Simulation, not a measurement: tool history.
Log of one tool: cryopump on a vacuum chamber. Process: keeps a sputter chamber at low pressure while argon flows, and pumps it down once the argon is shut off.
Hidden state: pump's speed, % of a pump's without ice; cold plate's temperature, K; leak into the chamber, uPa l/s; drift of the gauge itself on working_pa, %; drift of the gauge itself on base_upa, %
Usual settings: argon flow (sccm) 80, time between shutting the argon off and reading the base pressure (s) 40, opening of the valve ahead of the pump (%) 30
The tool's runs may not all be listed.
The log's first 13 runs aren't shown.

run    hour  argon flow (sccm)  time between shutting the argon off and reading the base pressure (s)  opening of the valve ahead of the pump (%)  hours of work since the pump was warmed up and emptied  hours of work since the cold head was overhauled  hours of work since the chamber's fittings were tightened  pressure while argon flows (Pa)  pressure after the wait (uPa)
 14   475.6                 33                                                                     97                                          30                                                     391                                               391                                                       2517                           0.1081                           2.41
 15   508.7                 80                                                                     40                                          19                                                     409                                               409                                                       2535                           0.3984                           3.26
 16   557.9                 80                                                                     40                                          30                                                     437                                               437                                                       2563                           0.2622                            3.3
 17   583.8                 80                                                                     40                                          30                                                     452                                               452                                                       2577                           0.2647                           3.25
      612.5  -- pump warmed up, emptied and cooled again
 18     636                 36                                                                    115                                          46                                                      13                                               478                                                       2604                           0.0707                           1.95
 19   672.2                 36                                                                    115                                          46                                                      33                                               498                                                       2624                           0.0696                           1.96
 20   721.1                 36                                                                    115                                          46                                                      61                                               526                                                       2652                           0.0709                           2.02
 21   745.9                 36                                                                    115                                          46                                                      75                                               540                                                       2666                           0.0713                           2.02
 22   777.3                 80                                                                     23                                          23                                                      93                                               557                                                       2683                            0.311                           3.88
 23   813.1                 91                                                                     23                                          30                                                     113                                               577                                                       2703                           0.2761                           3.92
 24   853.7                 91                                                                     23                                          30                                                     135                                               600                                                       2726                           0.2788                           4.05
 25   899.9                 91                                                                     23                                          30                                                     161                                               626                                                       2752                           0.2772                           4.01
 26   949.5                 80                                                                     66                                          30                                                     189                                               654                                                       2780                           0.2469                            2.6
 27   993.8                 80                                                                     66                                          30                                                     214                                               679                                                       2805                           0.2471                           2.68
 28  1029.8                 80                                                                     33                                          23                                                     234                                               699                                                       2825                           0.3229                           3.33
 29  1067.4                 41                                                                    144                                          19                                                     255                                               720                                                       2846                           0.1972                           2.27
 30  1103.9                 41                                                                    144                                          19                                                     276                                               741                                                       2867                           0.1984                           2.31
 31  1134.7                 41                                                                    144                                          19                                                     293                                               758                                                       2884                           0.1995                           2.27
 32    1169                 36                                                                    174                                          30                                                     313                                               777                                                       2903                            0.114                           2.34
 33  1218.4                 36                                                                    174                                          23                                                     340                                               805                                                       2931                           0.1469                           2.39
 34  1251.4                 36                                                                    183                                          23                                                     359                                               824                                                       2950                           0.1481                           2.39

3 ways to go on from here, each from the tool as it stands after run 34. What would each give?
  A  1296                 43                                                                     93                                          15                                                     384                                               849                                                       2975                                ?                              ?
  B  1296                 76                                                                    183                                          40                                                     384                                               849                                                       2975                                ?                              ?
  C  1296                 44                                                                     33                                          25                                                     384                                               849                                                       2975                                ?                              ?

run  pressure while argon flows (Pa)  pressure after the wait (uPa)
  A                           0.2662                           2.78
  B                           0.1884                           2.38
  C                           0.1688                           3.82
Without the tool's hidden state the same runs would have given:
run  pressure while argon flows (Pa)  pressure after the wait (uPa)
  A                           0.2542                           0.71
  B                           0.1673                           0.38
  C                           0.1565                           1.74
